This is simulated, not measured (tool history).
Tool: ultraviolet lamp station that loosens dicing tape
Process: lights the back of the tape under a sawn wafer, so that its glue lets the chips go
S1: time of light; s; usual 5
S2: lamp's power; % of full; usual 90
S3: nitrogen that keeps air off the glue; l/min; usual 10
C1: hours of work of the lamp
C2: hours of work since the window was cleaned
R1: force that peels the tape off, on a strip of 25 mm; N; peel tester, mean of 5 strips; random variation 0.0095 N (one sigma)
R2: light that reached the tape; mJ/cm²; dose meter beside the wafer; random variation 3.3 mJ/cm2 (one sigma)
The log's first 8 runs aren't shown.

run   hour  S1  S2  S3   C1   C2     R1   R2
  9  222.6   4  90  10   91  148  0.697  387
 10  250.7   4  90  10  109  167  0.726  382
 11  281.2   6  90  10  130  187  0.326  573
 12  307.4   6  90  10  147  204  0.336  563
 13  329.0   6  90   8  162  219  0.403  552
 14  359.2   5  90  10  182  239  0.531  463
     365.9  -- window cleaned of glue's vapour
 15  385.4   5  90  10  199   13  0.503  473
 16  401.0   5  90  10  209   23  0.484  478
 17  431.8   5  90  10  230   44  0.506  468
 18  462.5   5  90   8  250   64  0.574  463
 19  494.2   5  90  10  271   86  0.514  458
 20  519.7   5  90  10  288  103  0.529  452
 21  549.5   5  90  10  308  123  0.551  442
 22  574.1   5  90  10  325  139  0.576  446

Forecast run 23:
 23  595.3   5  98   6  339  153   ?   ?

{"run 23": {"R1": 0.655, "R2": 478}}
Without the tool's hidden state the same run would have given R1 0.469 N, R2 565 mJ/cm².
